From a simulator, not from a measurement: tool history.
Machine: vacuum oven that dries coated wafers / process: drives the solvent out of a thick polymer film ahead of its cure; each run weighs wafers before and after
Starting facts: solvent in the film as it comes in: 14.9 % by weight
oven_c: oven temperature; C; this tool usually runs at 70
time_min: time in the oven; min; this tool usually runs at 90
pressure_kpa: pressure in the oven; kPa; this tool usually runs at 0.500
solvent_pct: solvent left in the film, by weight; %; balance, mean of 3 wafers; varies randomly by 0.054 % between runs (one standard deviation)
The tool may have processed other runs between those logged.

run,hour,oven_c,time_min,pressure_kpa,solvent_pct
1,0.0,70,90,0.500,2.44
2,29.4,70,90,0.500,2.40
3,56.5,70,90,0.500,2.39
4,73.0,70,90,0.265,2.00
5,93.6,70,90,0.265,2.03
6,120.5,70,90,0.265,2.05
7,140.5,70,90,0.265,2.18
8,158.0,70,90,0.265,2.22
9,187.0,70,90,1.798,3.98
10,218.3,70,90,0.500,2.41
11,235.5,70,90,0.500,2.40
12,250.4,70,90,0.500,2.36
13,270.5,59,90,0.500,4.89
14,285.9,70,90,0.500,2.43
15,304.8,70,90,0.500,2.53
16,338.2,57,90,0.500,5.32
17,371.9,57,90,0.500,5.30
18,397.5,57,90,0.500,5.08
19,427.1,80,90,0.500,1.27
20,461.9,70,63,1.630,4.88
21,485.8,75,95,1.285,2.45
22,501.8,70,57,1.482,5.06
23,534.2,67,60,0.500,4.47
24,563.4,64,47,0.500,5.96
25,578.6,64,47,0.500,6.12
26,593.1,64,47,0.500,5.99
# hour 597.7: oven's thermocouples calibrated
27,625.0,62,55,0.741,6.08
28,640.0,62,55,0.741,5.74
29,668.0,57,156,1.538,5.59
30,685.6,57,156,0.686,3.99
31,709.6,62,156,0.615,2.90
32,737.5,68,95,0.615,2.81
33,769.2,76,56,0.937,3.04
# hour 780.7: oven's thermocouples calibrated, once more
34,793.4,70,104,0.722,2.80
35,809.1,70,104,0.722,2.76
36,835.8,70,104,0.722,2.83
37,858.6,70,104,0.722,2.79

Below are 3 alternative next runs, each starting from the tool's condition after run 37. Predict each:
A,881.9,70,51,1.530,?
B,881.9,70,90,1.347,?
C,881.9,70,90,1.266,?

run,solvent_pct
A,5.92
B,3.95
C,3.80
Take away the tool's hidden state, keep each run's random variation, and the runs would have read:
run,solvent_pct
A,5.13
B,3.01
C,2.86
